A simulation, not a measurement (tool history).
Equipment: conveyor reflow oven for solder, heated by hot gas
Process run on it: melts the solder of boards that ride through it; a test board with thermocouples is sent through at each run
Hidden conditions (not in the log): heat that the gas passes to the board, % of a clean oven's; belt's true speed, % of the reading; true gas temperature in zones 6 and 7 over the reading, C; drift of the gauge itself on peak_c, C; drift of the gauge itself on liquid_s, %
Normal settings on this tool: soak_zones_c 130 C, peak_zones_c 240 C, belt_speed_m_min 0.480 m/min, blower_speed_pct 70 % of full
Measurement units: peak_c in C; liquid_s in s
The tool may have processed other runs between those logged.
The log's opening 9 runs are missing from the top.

| run | hour | soak_zones_c | peak_zones_c | belt_speed_m_min | blower_speed_pct | hours of work since the flux was cleaned out | hours of work since the belt drive was overhauled | hours of work since the thermocouples were changed | peak_c | liquid_s |
|---|---|---|---|---|---|---|---|---|---|---|
| 10 | 162.3 | 130 | 231 | 0.480 | 70 | 100 | 590 | 625 | 209.4 | 46.8 |
| 11 | 186.6 | 130 | 240 | 0.483 | 70 | 112 | 602 | 637 | 216.5 | 53.1 |
| 12 | 204.9 | 130 | 240 | 0.483 | 70 | 121 | 611 | 647 | 216.5 | 52.7 |
| 13 | 230.4 | 130 | 240 | 0.483 | 70 | 134 | 624 | 659 | 216.8 | 52.7 |
| 14 | 255.8 | 130 | 240 | 0.483 | 62 | 146 | 636 | 672 | 213.9 | 49.5 |
| 15 | 273.4 | 130 | 240 | 0.480 | 70 | 155 | 645 | 681 | 217.0 | 53.3 |
| 16 | 295.1 | 118 | 235 | 0.395 | 72 | 166 | 656 | 691 | 218.5 | 63.3 |
| 17 | 313.8 | 116 | 254 | 0.482 | 71 | 175 | 665 | 701 | 226.5 | 55.4 |
| 18 | 331.0 | 116 | 254 | 0.482 | 71 | 183 | 674 | 709 | 225.8 | 55.1 |
| 19 | 343.2 | 116 | 254 | 0.482 | 71 | 189 | 680 | 715 | 226.2 | 55.5 |
| 20 | 354.6 | 125 | 243 | 0.480 | 64 | 195 | 685 | 721 | 216.8 | 50.0 |
| 21 | 365.5 | 118 | 228 | 0.480 | 70 | 201 | 691 | 726 | 204.3 | 37.5 |
| 22 | 380.3 | 115 | 248 | 0.535 | 70 | 208 | 698 | 733 | 215.2 | 41.3 |
| 23 | 403.8 | 130 | 240 | 0.468 | 70 | 219 | 710 | 745 | 218.3 | 54.9 |
| 24 | 417.9 | 130 | 240 | 0.468 | 70 | 226 | 717 | 752 | 217.7 | 55.1 |
| 25 | 440.8 | 128 | 241 | 0.401 | 82 | 238 | 728 | 763 | 227.4 | 72.2 |
| 26 | 453.6 | 141 | 240 | 0.480 | 70 | 244 | 734 | 770 | 218.4 | 58.0 |
| 27 | 465.6 | 130 | 231 | 0.409 | 89 | 250 | 740 | 776 | 218.3 | 66.9 |
| 28 | 479.6 | 134 | 254 | 0.424 | 89 | 257 | 747 | 783 | 239.1 | 77.2 |
| 29 | 491.3 | 134 | 254 | 0.424 | 89 | 263 | 753 | 789 | 238.9 | 77.3 |
| 30 | 508.2 | 139 | 234 | 0.401 | 74 | 271 | 761 | 797 | 220.4 | 71.4 |

Branching from run 30: 5 alternative next runs. What would each branch give?
| A | 529.4 | 130 | 240 | 0.438 | 70 | 282 | 772 | 807 | ? | ? |
| B | 529.4 | 139 | 250 | 0.483 | 62 | 282 | 772 | 807 | ? | ? |
| C | 529.4 | 140 | 234 | 0.453 | 74 | 282 | 772 | 807 | ? | ? |
| D | 529.4 | 128 | 234 | 0.448 | 57 | 282 | 772 | 807 | ? | ? |
| E | 529.4 | 130 | 240 | 0.480 | 90 | 282 | 772 | 807 | ? | ? |

| run | peak_c | liquid_s |
|---|---|---|
| A | 220.1 | 61.3 |
| B | 223.4 | 60.9 |
| C | 216.7 | 59.6 |
| D | 209.4 | 47.7 |
| E | 220.8 | 57.1 |
With no hidden state in the tool, these same runs would have given:
| run | peak_c | liquid_s |
|---|---|---|
| A | 222.1 | 62.6 |
| B | 225.4 | 61.9 |
| C | 218.6 | 60.9 |
| D | 211.2 | 49.5 |
| E | 223.2 | 58.4 |
